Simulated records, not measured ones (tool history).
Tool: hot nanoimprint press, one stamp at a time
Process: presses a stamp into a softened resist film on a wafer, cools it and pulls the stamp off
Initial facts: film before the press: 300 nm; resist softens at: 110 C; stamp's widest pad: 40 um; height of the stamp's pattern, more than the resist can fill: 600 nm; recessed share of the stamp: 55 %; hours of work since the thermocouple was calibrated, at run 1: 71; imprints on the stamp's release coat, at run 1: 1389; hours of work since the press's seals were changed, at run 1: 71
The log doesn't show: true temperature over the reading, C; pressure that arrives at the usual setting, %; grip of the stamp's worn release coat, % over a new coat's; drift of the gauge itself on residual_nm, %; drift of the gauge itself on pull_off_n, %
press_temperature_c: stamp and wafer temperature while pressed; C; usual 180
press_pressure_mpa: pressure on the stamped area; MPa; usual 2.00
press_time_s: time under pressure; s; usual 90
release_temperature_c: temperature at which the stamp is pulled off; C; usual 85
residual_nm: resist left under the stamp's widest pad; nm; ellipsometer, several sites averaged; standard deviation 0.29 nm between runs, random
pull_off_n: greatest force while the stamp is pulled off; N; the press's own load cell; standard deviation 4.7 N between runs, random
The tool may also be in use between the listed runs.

run,day,press_temperature_c,press_pressure_mpa,press_time_s,release_temperature_c,hours of work since the thermocouple was calibrated,imprints on the stamp's release coat,hours of work since the press's seals were changed,residual_nm,pull_off_n
1,0.000,180,2.00,90,85,71,1389,71,137.4,347
2,0.679,180,2.00,90,85,81,1421,81,137.2,358
3,1.429,180,2.00,90,85,91,1456,91,137.4,357
4,2.117,180,2.00,90,85,101,1489,101,136.7,375
5,2.667,180,2.00,90,85,108,1514,108,137.2,374
6,3.054,176,2.00,90,85,114,1533,114,155.7,365
7,3.521,180,2.00,90,75,121,1555,121,137.0,436
8,3.988,180,2.00,90,75,127,1577,127,137.1,444
9,4.625,180,2.00,90,83,136,1607,136,136.9,391
10,5.058,180,2.00,90,84,142,1627,142,136.5,403
11,5.733,180,2.00,90,84,152,1659,152,136.2,400
12,6.138,180,2.00,90,84,157,1678,157,137.1,391
13,6.500,180,2.00,90,84,163,1696,163,136.9,387
14,7.004,180,2.00,90,84,170,1719,170,136.5,403
15,7.462,180,2.00,90,84,176,1741,176,136.6,392
16,8.004,180,1.50,90,84,184,1767,184,154.0,404
17,8.454,180,1.50,90,84,190,1788,190,153.7,422
18,9.125,180,1.22,90,74,200,1820,200,166.1,491
19,9.458,180,1.37,90,85,204,1835,204,159.3,401
20,9.883,180,1.37,46,85,210,1855,210,196.3,420
21,10.388,180,2.10,90,85,217,1879,217,133.2,397
22,10.975,180,2.00,90,92,226,1907,226,136.5,361
23,11.312,180,2.57,144,85,230,1923,230,100.7,426
24,12.008,180,2.00,78,80,240,1956,240,144.1,464
25,12.379,175,2.39,67,85,245,1973,245,165.6,422
26,12.950,175,2.39,67,85,253,2000,253,165.9,433
27,13.738,175,2.39,67,85,265,2037,265,166.2,425
28,14.512,180,2.92,131,85,275,2074,275,98.4,422
29,15.204,180,2.92,131,85,285,2107,285,98.2,409

Each run again, without the hidden state but with its own random variation kept:
run,residual_nm,pull_off_n
1,139.4,225
2,139.3,230
3,139.6,226
4,139.0,236
5,139.5,234
6,158.3,228
7,139.3,269
8,139.5,272
9,139.3,238
10,138.9,246
11,138.7,241
12,139.7,234
13,139.5,231
14,139.1,238
15,139.2,231
16,156.9,237
17,156.6,245
18,169.3,283
19,162.4,231
20,199.4,240
21,136.0,225
22,139.4,205
23,103.0,240
24,147.1,259
25,169.0,234
26,169.3,239
27,169.6,232
28,100.6,229
29,100.4,220
